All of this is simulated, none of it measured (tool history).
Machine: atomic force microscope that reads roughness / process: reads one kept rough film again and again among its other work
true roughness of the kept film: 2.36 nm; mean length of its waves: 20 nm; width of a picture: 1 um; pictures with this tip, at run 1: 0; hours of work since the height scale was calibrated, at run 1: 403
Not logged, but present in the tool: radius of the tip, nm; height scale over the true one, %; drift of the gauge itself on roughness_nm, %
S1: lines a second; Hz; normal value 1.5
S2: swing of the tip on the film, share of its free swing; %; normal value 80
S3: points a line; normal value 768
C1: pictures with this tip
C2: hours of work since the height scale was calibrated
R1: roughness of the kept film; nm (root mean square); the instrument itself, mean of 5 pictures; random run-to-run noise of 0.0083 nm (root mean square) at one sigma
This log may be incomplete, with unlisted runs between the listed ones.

run 1 hour=0 | S1=1.5 S2=80 S3=768 | C1=0 C2=403 | R1=1.823
run 2 hour=8.6 | S1=1.5 S2=80 S3=768 | C1=19 C2=408 | R1=1.78
run 3 hour=17.8 | S1=1.5 S2=80 S3=768 | C1=39 C2=414 | R1=1.74
run 4 hour=33.2 | S1=1.5 S2=80 S3=768 | C1=74 C2=424 | R1=1.676
run 5 hour=50.8 | S1=1.5 S2=80 S3=316 | C1=113 C2=435 | R1=1.571
run 6 hour=63.3 | S1=1.5 S2=80 S3=316 | C1=141 C2=443 | R1=1.526
run 7 hour=81 | S1=1.5 S2=57 S3=768 | C1=180 C2=455 | R1=1.612
-- hour=91.1 new tip fitted
run 8 hour=91.9 | S1=1.5 S2=57 S3=768 | C1=1 C2=461 | R1=1.911
run 9 hour=106 | S1=1.5 S2=80 S3=585 | C1=33 C2=470 | R1=1.729
run 10 hour=117.7 | S1=1.5 S2=80 S3=585 | C1=59 C2=478 | R1=1.665
run 11 hour=135.5 | S1=1.5 S2=80 S3=585 | C1=99 C2=489 | R1=1.612
run 12 hour=149.1 | S1=1.64 S2=80 S3=768 | C1=129 C2=498 | R1=1.546
run 13 hour=157.5 | S1=1.64 S2=80 S3=768 | C1=148 C2=504 | R1=1.522
run 14 hour=169.6 | S1=1.5 S2=80 S3=813 | C1=175 C2=511 | R1=1.491
-- hour=182.5 new tip fitted
run 15 hour=185.1 | S1=1.74 S2=65 S3=374 | C1=6 C2=521 | R1=1.854

Expected results for the next run?
run 16 hour=203.2 | S1=1.74 S2=65 S3=374 | C1=46 C2=533 | R1=?

R1: 1.778 nm (root mean square)
Take away the tool's hidden state, keep the run-to-run variation as it was, and the same run would have given R1 1.897 nm (root mean square).

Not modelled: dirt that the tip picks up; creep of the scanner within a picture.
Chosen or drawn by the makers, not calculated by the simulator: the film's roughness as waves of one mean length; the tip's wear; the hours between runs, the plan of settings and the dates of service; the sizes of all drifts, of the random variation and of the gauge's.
